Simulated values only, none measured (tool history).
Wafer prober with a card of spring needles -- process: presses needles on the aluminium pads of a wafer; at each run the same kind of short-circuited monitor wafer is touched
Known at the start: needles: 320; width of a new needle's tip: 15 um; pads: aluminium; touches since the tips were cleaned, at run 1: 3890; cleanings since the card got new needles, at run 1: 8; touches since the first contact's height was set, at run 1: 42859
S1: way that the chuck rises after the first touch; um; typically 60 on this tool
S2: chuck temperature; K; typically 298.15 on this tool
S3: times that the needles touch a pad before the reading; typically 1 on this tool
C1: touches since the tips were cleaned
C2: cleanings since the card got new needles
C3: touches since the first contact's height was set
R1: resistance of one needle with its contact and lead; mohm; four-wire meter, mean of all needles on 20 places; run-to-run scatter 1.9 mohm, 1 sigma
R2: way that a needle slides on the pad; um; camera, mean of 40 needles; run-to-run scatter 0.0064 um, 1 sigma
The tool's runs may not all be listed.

run 1 hour=0 | S1=60 S2=298.15 S3=1 | C1=3890 C2=8 C3=42859 | R1=276 R2=11.785
-- hour=2.4 tips cleaned on abrasive film
run 2 hour=11.6 | S1=60 S2=298.15 S3=3 | C1=4082 C2=9 C3=47970 | R1=231 R2=11.78
-- hour=13 tips cleaned on abrasive film
-- hour=23.6 tips cleaned on abrasive film
run 3 hour=30.9 | S1=60 S2=298.15 S3=3 | C1=3217 C2=11 C3=56407 | R1=226 R2=11.751
-- hour=33.2 tips cleaned on abrasive film
-- hour=40.5 height of the first contact set anew
-- hour=43.6 tips cleaned on abrasive film
run 4 hour=52.4 | S1=60 S2=298.15 S3=3 | C1=3894 C2=13 C3=5236 | R1=232 R2=11.652
-- hour=54.4 tips cleaned on abrasive film
-- hour=64.7 tips cleaned on abrasive film
run 5 hour=66.8 | S1=60 S2=298.15 S3=1 | C1=942 C2=15 C3=11540 | R1=238 R2=11.636
-- hour=74.5 tips cleaned on abrasive film
run 6 hour=82.1 | S1=60 S2=298.15 S3=1 | C1=3367 C2=16 C3=18251 | R1=277 R2=11.617
-- hour=84 tips cleaned on abrasive film
-- hour=93.8 tips cleaned on abrasive film
run 7 hour=101.2 | S1=58 S2=298.15 S3=1 | C1=3313 C2=18 C3=26641 | R1=281 R2=11.197
-- hour=103.7 tips cleaned on abrasive film
-- hour=114.2 tips cleaned on abrasive film
run 8 hour=122.9 | S1=58 S2=298.15 S3=1 | C1=3850 C2=20 C3=36146 | R1=278 R2=11.177
-- hour=124.8 tips cleaned on abrasive film
-- hour=134.2 tips cleaned on abrasive film
run 9 hour=141.1 | S1=60 S2=298.15 S3=1 | C1=3086 C2=22 C3=44131 | R1=278 R2=11.548
-- hour=144.8 tips cleaned on abrasive film
-- hour=155.5 tips cleaned on abrasive film
run 10 hour=161.8 | S1=60 S2=298.15 S3=1 | C1=2782 C2=24 C3=53184 | R1=266 R2=11.544
-- hour=164.9 tips cleaned on abrasive film
-- hour=174.4 tips cleaned on abrasive film
-- hour=179.9 height of the first contact set anew
-- hour=181.9 height of the first contact set anew, once more
run 11 hour=182.9 | S1=60 S2=298.15 S3=1 | C1=3502 C2=26 C3=441 | R1=273 R2=11.879
-- hour=184.7 tips cleaned on abrasive film
-- hour=195.5 tips cleaned on abrasive film
run 12 hour=202 | S1=60 S2=298.15 S3=1 | C1=2886 C2=28 C3=8799 | R1=267 R2=11.867
-- hour=206.3 tips cleaned on abrasive film
-- hour=217.3 tips cleaned on abrasive film
run 13 hour=220.5 | S1=64 S2=298.15 S3=1 | C1=1407 C2=30 C3=16896 | R1=245 R2=12.626
-- hour=227.1 tips cleaned on abrasive film
-- hour=236.9 tips cleaned on abrasive film
run 14 hour=236.9 | S1=60 S2=298.15 S3=3 | C1=0 C2=32 C3=24078 | R1=206 R2=11.82
-- hour=246.5 tips cleaned on abrasive film
run 15 hour=254.1 | S1=60 S2=298.15 S3=1 | C1=3349 C2=33 C3=31637 | R1=277 R2=11.803
-- hour=256.6 tips cleaned on abrasive film
-- hour=266.6 tips cleaned on abrasive film
-- hour=276.6 tips cleaned on abrasive film
run 16 hour=279.4 | S1=60 S2=298.15 S3=1 | C1=1255 C2=36 C3=42729 | R1=246 R2=11.765
-- hour=286.5 tips cleaned on abrasive film
-- hour=296.4 tips cleaned on abrasive film
run 17 hour=305.6 | S1=60 S2=325.15 S3=3 | C1=4078 C2=38 C3=54260 | R1=236 R2=11.762
-- hour=307.8 tips cleaned on abrasive film
-- hour=317.9 tips cleaned on abrasive film
-- hour=319.9 height of the first contact set anew
-- hour=327.8 tips cleaned on abrasive film
run 18 hour=329.9 | S1=60 S2=325.15 S3=3 | C1=907 C2=41 C3=4343 | R1=223 R2=11.881
-- hour=338.3 tips cleaned on abrasive film
-- hour=348.7 tips cleaned on abrasive film
run 19 hour=348.9 | S1=60 S2=325.15 S3=3 | C1=75 C2=43 C3=12673 | R1=214 R2=11.855
-- hour=358.8 tips cleaned on abrasive film
run 20 hour=360.2 | S1=60 S2=325.15 S3=3 | C1=621 C2=44 C3=17635 | R1=223 R2=11.834
-- hour=368.4 tips cleaned on abrasive film
-- hour=379.6 tips cleaned on abrasive film
run 21 hour=379.6 | S1=60 S2=325.15 S3=3 | C1=0 C2=46 C3=26138 | R1=217 R2=11.813
-- hour=389.3 tips cleaned on abrasive film
run 22 hour=391.2 | S1=75 S2=350.15 S3=2 | C1=824 C2=47 C3=31228 | R1=227 R2=14.783
-- hour=400 tips cleaned on abrasive film
-- hour=410.3 tips cleaned on abrasive film
run 23 hour=411 | S1=73 S2=299.15 S3=1 | C1=289 C2=49 C3=39915 | R1=213 R2=14.357
-- hour=421.9 tips cleaned on abrasive film
run 24 hour=422.3 | S1=73 S2=368.15 S3=1 | C1=198 C2=50 C3=44885 | R1=230 R2=14.354
-- hour=433.3 tips cleaned on abrasive film
-- hour=444.6 tips cleaned on abrasive film
run 25 hour=449.6 | S1=45 S2=350.15 S3=1 | C1=2218 C2=52 C3=56881 | R1=321 R2=8.788
-- hour=454.3 tips cleaned on abrasive film
-- hour=458.3 height of the first contact set anew
-- hour=464.9 tips cleaned on abrasive film
-- hour=474.4 tips cleaned on abrasive film
run 26 hour=474.4 | S1=74 S2=302.15 S3=1 | C1=0 C2=55 C3=7019 | R1=207 R2=14.631
-- hour=485.6 tips cleaned on abrasive film
-- hour=495 tips cleaned on abrasive film
run 27 hour=499.4 | S1=74 S2=302.15 S3=1 | C1=1948 C2=57 C3=18033 | R1=239 R2=14.622
-- hour=505.9 tips cleaned on abrasive film
-- hour=516.1 tips cleaned on abrasive film
run 28 hour=521.8 | S1=74 S2=302.15 S3=1 | C1=2521 C2=59 C3=27846 | R1=244 R2=14.588
-- hour=527.7 tips cleaned on abrasive film
-- hour=538.9 tips cleaned on abrasive film
run 29 hour=538.9 | S1=74 S2=298.15 S3=1 | C1=0 C2=61 C3=35317 | R1=208 R2=14.559
-- hour=548.6 tips cleaned on abrasive film
-- hour=558.1 tips cleaned on abrasive film
run 30 hour=558.4 | S1=74 S2=346.15 S3=1 | C1=125 C2=63 C3=43874 | R1=217 R2=14.538
-- hour=568.7 tips cleaned on abrasive film
-- hour=579.3 tips cleaned on abrasive film
run 31 hour=581.9 | S1=74 S2=346.15 S3=1 | C1=1131 C2=65 C3=54187 | R1=236 R2=14.521

Hidden condition of the tool, last listed run before each entry between runs versus first listed run after:
From run 1 to run 2: tips cleaned on abrasive film (hour 2.4)
  debris on the tips, nm: 55.9 -> 55.3; way that the needles fall short of the set height, um: 0.47 -> 0.52; tips' diameter, um: 15.17 -> 15.18
  difference, measured minus the result without the unlogged condition, R1: +72 -> +26 mohm; R2: -0.094 -> -0.102 um
From run 2 to run 3: tips cleaned on abrasive film (hour 13); tips cleaned on abrasive film (hour 23.6)
  debris on the tips, nm: 55.3 -> 49.9; way that the needles fall short of the set height, um: 0.52 -> 0.63; tips' diameter, um: 15.18 -> 15.22
  difference, measured minus the result without the unlogged condition, R1: +26 -> +24 mohm; R2: -0.102 -> -0.125 um
From run 3 to run 4: tips cleaned on abrasive film (hour 33.2); height of the first contact set anew (hour 40.5); tips cleaned on abrasive film (hour 43.6)
  debris on the tips, nm: 49.9 -> 55.4; way that the needles fall short of the set height, um: 0.63 -> 1.14; tips' diameter, um: 15.22 -> 15.26
  difference, measured minus the result without the unlogged condition, R1: +24 -> +27 mohm; R2: -0.125 -> -0.226 um
From run 4 to run 5: tips cleaned on abrasive film (hour 54.4); tips cleaned on abrasive film (hour 64.7)
  debris on the tips, nm: 55.4 -> 27; way that the needles fall short of the set height, um: 1.14 -> 1.23; tips' diameter, um: 15.26 -> 15.29
  difference, measured minus the result without the unlogged condition, R1: +27 -> +37 mohm; R2: -0.226 -> -0.244 um
From run 5 to run 6: tips cleaned on abrasive film (hour 74.5)
  debris on the tips, nm: 27 -> 53.2; way that the needles fall short of the set height, um: 1.23 -> 1.29; tips' diameter, um: 15.29 -> 15.31
  difference, measured minus the result without the unlogged condition, R1: +37 -> +72 mohm; R2: -0.244 -> -0.255 um
From run 6 to run 7: tips cleaned on abrasive film (hour 84); tips cleaned on abrasive film (hour 93.8)
  debris on the tips, nm: 53.2 -> 52.6; way that the needles fall short of the set height, um: 1.29 -> 1.4; tips' diameter, um: 15.31 -> 15.35
  difference, measured minus the result without the unlogged condition, R1: +72 -> +76 mohm; R2: -0.255 -> -0.277 um
From run 7 to run 8: tips cleaned on abrasive film (hour 103.7); tips cleaned on abrasive film (hour 114.2)
  debris on the tips, nm: 52.6 -> 53.1; way that the needles fall short of the set height, um: 1.4 -> 1.52; tips' diameter, um: 15.35 -> 15.39
  difference, measured minus the result without the unlogged condition, R1: +76 -> +76 mohm; R2: -0.277 -> -0.301 um
From run 8 to run 9: tips cleaned on abrasive film (hour 124.8); tips cleaned on abrasive film (hour 134.2)
  debris on the tips, nm: 53.1 -> 50.6; way that the needles fall short of the set height, um: 1.52 -> 1.63; tips' diameter, um: 15.39 -> 15.43
  difference, measured minus the result without the unlogged condition, R1: +76 -> +71 mohm; R2: -0.301 -> -0.324 um
From run 9 to run 10: tips cleaned on abrasive film (hour 144.8); tips cleaned on abrasive film (hour 155.5)
  debris on the tips, nm: 50.6 -> 46.1; way that the needles fall short of the set height, um: 1.63 -> 1.71; tips' diameter, um: 15.43 -> 15.46
  difference, measured minus the result without the unlogged condition, R1: +71 -> +64 mohm; R2: -0.324 -> -0.34 um
From run 10 to run 11: tips cleaned on abrasive film (hour 164.9); tips cleaned on abrasive film (hour 174.4); height of the first contact set anew (hour 179.9); height of the first contact set anew, once more (hour 181.9)
  debris on the tips, nm: 46.1 -> 51.9; way that the needles fall short of the set height, um: 1.71 -> 0; tips' diameter, um: 15.46 -> 15.5
  difference, measured minus the result without the unlogged condition, R1: +64 -> +69 mohm; R2: -0.34 -> +0 um
From run 11 to run 12: tips cleaned on abrasive film (hour 184.7); tips cleaned on abrasive film (hour 195.5)
  debris on the tips, nm: 51.9 -> 47.1; way that the needles fall short of the set height, um: 0 -> 0.09; tips' diameter, um: 15.5 -> 15.53
  difference, measured minus the result without the unlogged condition, R1: +69 -> +62 mohm; R2: +0 -> -0.018 um
From run 12 to run 13: tips cleaned on abrasive film (hour 206.3); tips cleaned on abrasive film (hour 217.3)
  debris on the tips, nm: 47.1 -> 32.1; way that the needles fall short of the set height, um: 0.09 -> 0.21; tips' diameter, um: 15.53 -> 15.57
  difference, measured minus the result without the unlogged condition, R1: +62 -> +39 mohm; R2: -0.018 -> -0.041 um
From run 13 to run 14: tips cleaned on abrasive film (hour 227.1); tips cleaned on abrasive film (hour 236.9)
  debris on the tips, nm: 32.1 -> 2.5; way that the needles fall short of the set height, um: 0.21 -> 0.31; tips' diameter, um: 15.57 -> 15.61
  difference, measured minus the result without the unlogged condition, R1: +39 -> +2 mohm; R2: -0.041 -> -0.062 um
From run 14 to run 15: tips cleaned on abrasive film (hour 246.5)
  debris on the tips, nm: 2.5 -> 53.9; way that the needles fall short of the set height, um: 0.31 -> 0.35; tips' diameter, um: 15.61 -> 15.62
  difference, measured minus the result without the unlogged condition, R1: +2 -> +73 mohm; R2: -0.062 -> -0.07 um
From run 15 to run 16: tips cleaned on abrasive film (hour 256.6); tips cleaned on abrasive film (hour 266.6); tips cleaned on abrasive film (hour 276.6)
  debris on the tips, nm: 53.9 -> 31.2; way that the needles fall short of the set height, um: 0.35 -> 0.52; tips' diameter, um: 15.62 -> 15.68
  difference, measured minus the result without the unlogged condition, R1: +73 -> +43 mohm; R2: -0.07 -> -0.102 um
From run 16 to run 17: tips cleaned on abrasive film (hour 286.5); tips cleaned on abrasive film (hour 296.4)
  debris on the tips, nm: 31.2 -> 59.4; way that the needles fall short of the set height, um: 0.52 -> 0.62; tips' diameter, um: 15.68 -> 15.71
  difference, measured minus the result without the unlogged condition, R1: +43 -> +28 mohm; R2: -0.102 -> -0.122 um
From run 17 to run 18: tips cleaned on abrasive film (hour 307.8); tips cleaned on abrasive film (hour 317.9); height of the first contact set anew (hour 319.9); tips cleaned on abrasive film (hour 327.8)
  debris on the tips, nm: 59.4 -> 21.7; way that the needles fall short of the set height, um: 0.62 -> 0.06; tips' diameter, um: 15.71 -> 15.78
  difference, measured minus the result without the unlogged condition, R1: +28 -> +11 mohm; R2: -0.122 -> -0.012 um
From run 18 to run 19: tips cleaned on abrasive film (hour 338.3); tips cleaned on abrasive film (hour 348.7)
  debris on the tips, nm: 21.7 -> 5.7; way that the needles fall short of the set height, um: 0.06 -> 0.16; tips' diameter, um: 15.78 -> 15.81
  difference, measured minus the result without the unlogged condition, R1: +11 -> +3 mohm; R2: -0.012 -> -0.031 um
From run 19 to run 20: tips cleaned on abrasive film (hour 358.8)
  debris on the tips, nm: 5.7 -> 18.2; way that the needles fall short of the set height, um: 0.16 -> 0.21; tips' diameter, um: 15.81 -> 15.83
  difference, measured minus the result without the unlogged condition, R1: +3 -> +9 mohm; R2: -0.031 -> -0.042 um
From run 20 to run 21: tips cleaned on abrasive film (hour 368.4); tips cleaned on abrasive film (hour 379.6)
  debris on the tips, nm: 18.2 -> 5.2; way that the needles fall short of the set height, um: 0.21 -> 0.31; tips' diameter, um: 15.83 -> 15.87
  difference, measured minus the result without the unlogged condition, R1: +9 -> +3 mohm; R2: -0.042 -> -0.062 um
From run 21 to run 22: tips cleaned on abrasive film (hour 389.3)
  debris on the tips, nm: 5.2 -> 20.3; way that the needles fall short of the set height, um: 0.31 -> 0.38; tips' diameter, um: 15.87 -> 15.89
  difference, measured minus the result without the unlogged condition, R1: +3 -> +12 mohm; R2: -0.062 -> -0.075 um
From run 22 to run 23: tips cleaned on abrasive film (hour 400); tips cleaned on abrasive film (hour 410.3)
  debris on the tips, nm: 20.3 -> 11; way that the needles fall short of the set height, um: 0.38 -> 0.48; tips' diameter, um: 15.89 -> 15.93
  difference, measured minus the result without the unlogged condition, R1: +12 -> +11 mohm; R2: -0.075 -> -0.094 um
From run 23 to run 24: tips cleaned on abrasive film (hour 421.9)
  debris on the tips, nm: 11 -> 10.6; way that the needles fall short of the set height, um: 0.48 -> 0.52; tips' diameter, um: 15.93 -> 15.94
  difference, measured minus the result without the unlogged condition, R1: +11 -> +10 mohm; R2: -0.094 -> -0.103 um
From run 24 to run 25: tips cleaned on abrasive film (hour 433.3); tips cleaned on abrasive film (hour 444.6)
  debris on the tips, nm: 10.6 -> 44.7; way that the needles fall short of the set height, um: 0.52 -> 0.65; tips' diameter, um: 15.94 -> 15.99
  difference, measured minus the result without the unlogged condition, R1: +10 -> +100 mohm; R2: -0.103 -> -0.128 um
From run 25 to run 26: tips cleaned on abrasive film (hour 454.3); height of the first contact set anew (hour 458.3); tips cleaned on abrasive film (hour 464.9); tips cleaned on abrasive film (hour 474.4)
  debris on the tips, nm: 44.7 -> 4.2; way that the needles fall short of the set height, um: 0.65 -> 0.1; tips' diameter, um: 15.99 -> 16.04
  difference, measured minus the result without the unlogged condition, R1: +100 -> +5 mohm; R2: -0.128 -> -0.02 um
From run 26 to run 27: tips cleaned on abrasive film (hour 485.6); tips cleaned on abrasive film (hour 495)
  debris on the tips, nm: 4.2 -> 39.4; way that the needles fall short of the set height, um: 0.1 -> 0.19; tips' diameter, um: 16.04 -> 16.07
  difference, measured minus the result without the unlogged condition, R1: +5 -> +38 mohm; R2: -0.02 -> -0.037 um
From run 27 to run 28: tips cleaned on abrasive film (hour 505.9); tips cleaned on abrasive film (hour 516.1)
  debris on the tips, nm: 39.4 -> 44.6; way that the needles fall short of the set height, um: 0.19 -> 0.31; tips' diameter, um: 16.07 -> 16.11
  difference, measured minus the result without the unlogged condition, R1: +38 -> +43 mohm; R2: -0.037 -> -0.062 um
From run 28 to run 29: tips cleaned on abrasive film (hour 527.7); tips cleaned on abrasive film (hour 538.9)
  debris on the tips, nm: 44.6 -> 4.4; way that the needles fall short of the set height, um: 0.31 -> 0.42; tips' diameter, um: 16.11 -> 16.15
  difference, measured minus the result without the unlogged condition, R1: +43 -> +5 mohm; R2: -0.062 -> -0.083 um
From run 29 to run 30: tips cleaned on abrasive film (hour 548.6); tips cleaned on abrasive film (hour 558.1)
  debris on the tips, nm: 4.4 -> 6.7; way that the needles fall short of the set height, um: 0.42 -> 0.5; tips' diameter, um: 16.15 -> 16.18
  difference, measured minus the result without the unlogged condition, R1: +5 -> +7 mohm; R2: -0.083 -> -0.1 um
From run 30 to run 31: tips cleaned on abrasive film (hour 568.7); tips cleaned on abrasive film (hour 579.3)
  debris on the tips, nm: 6.7 -> 25.7; way that the needles fall short of the set height, um: 0.5 -> 0.62; tips' diameter, um: 16.18 -> 16.22
  difference, measured minus the result without the unlogged condition, R1: +7 -> +25 mohm; R2: -0.1 -> -0.122 um

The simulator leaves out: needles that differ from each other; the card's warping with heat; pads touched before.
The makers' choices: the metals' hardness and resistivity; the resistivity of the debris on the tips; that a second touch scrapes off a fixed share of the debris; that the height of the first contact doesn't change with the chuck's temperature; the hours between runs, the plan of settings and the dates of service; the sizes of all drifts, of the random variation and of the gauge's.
